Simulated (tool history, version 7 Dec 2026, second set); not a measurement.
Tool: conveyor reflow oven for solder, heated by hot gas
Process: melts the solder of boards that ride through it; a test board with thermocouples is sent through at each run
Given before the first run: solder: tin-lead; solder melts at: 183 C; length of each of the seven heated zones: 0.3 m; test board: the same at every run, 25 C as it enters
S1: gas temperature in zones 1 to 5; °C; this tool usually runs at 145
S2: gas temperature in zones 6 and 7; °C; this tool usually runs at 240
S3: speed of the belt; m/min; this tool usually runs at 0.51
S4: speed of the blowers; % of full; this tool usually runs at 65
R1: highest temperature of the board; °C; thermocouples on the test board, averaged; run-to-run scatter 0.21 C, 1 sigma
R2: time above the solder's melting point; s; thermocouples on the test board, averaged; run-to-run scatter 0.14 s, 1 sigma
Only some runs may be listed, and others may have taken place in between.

Run 1, hour 0: usual settings. Result: R1 227.8 °C, R2 62.2 s.
Run 2, hour 6.6: usual settings but S2 249 °C. Result: R1 236.1 °C, R2 66.3 s.
Run 3, hour 13.4: usual settings but S2 249 °C. Result: R1 235.7 °C, R2 66.4 s.
Run 4, hour 17.8: usual settings but S3 0.411 m/min. Result: R1 232.8 °C, R2 81.1 s.
Run 5, hour 23.3: usual settings but S3 0.411 m/min. Result: R1 232.7 °C, R2 80.8 s.
Run 6, hour 32.1: usual settings but S4 67 % of full. Result: R1 227.9 °C, R2 62.7 s.
Run 7, hour 38: usual settings but S4 67 % of full. Result: R1 228 °C, R2 62.5 s.
Run 8, hour 46.2: usual settings but S4 67 % of full. Result: R1 228.1 °C, R2 62.4 s.
At hour 57: flux residue cleaned out of gas plates and filters.
Run 9, hour 59.2: usual settings but S1 148 °C, S2 234 °C, S4 67 % of full. Result: R1 224.1 °C, R2 62.2 s.
Run 10, hour 68.2: usual settings but S2 245 °C, S3 0.516 m/min. Result: R1 233.2 °C, R2 64.2 s.
Run 11, hour 76.1: usual settings but S2 245 °C, S3 0.516 m/min. Result: R1 233.3 °C, R2 64.4 s.
Run 12, hour 82.1: usual settings but S2 245 °C, S3 0.516 m/min. Result: R1 233.2 °C, R2 64.5 s.
Run 13, hour 87.7: usual settings but S4 63 % of full. Result: R1 228.7 °C, R2 63.1 s.
Run 14, hour 91.5: usual settings but S1 136 °C, S2 232 °C, S3 0.524 m/min, S4 57 % of full. Result: R1 218.5 °C, R2 52.5 s.
Run 15, hour 97.3: usual settings but S1 136 °C, S2 232 °C, S3 0.524 m/min, S4 57 % of full. Result: R1 218.5 °C, R2 52.4 s.

For each run, the measured value with the value that run would have given without the tool's hidden condition subtracted. The run-to-run variation is shared by both, the gauge scatter possibly not:
Hidden conditions of the tool in this case: heat that the gas passes to the board, % of a clean oven's; belt's true speed, % of the reading; true gas temperature in zones 6 and 7 over the reading, C; drift of the gauge itself on peak_c, C; drift of the gauge itself on liquid_s, %.
run    R1    R2
  1  -0.5    +0
  2  -0.6  +0.2
  3  -0.6  +0.2
  4  -0.1  +0.4
  5  -0.1  +0.4
  6  -0.6    +0
  7  -0.6  +0.1
  8  -0.6    +0
  9  +0.8  +0.9
 10  +0.9  +0.8
 11  +0.9  +0.8
 12  +0.9  +0.8
 13  +0.9  +0.9
 14  +0.9  +0.9
 15  +0.9  +0.9
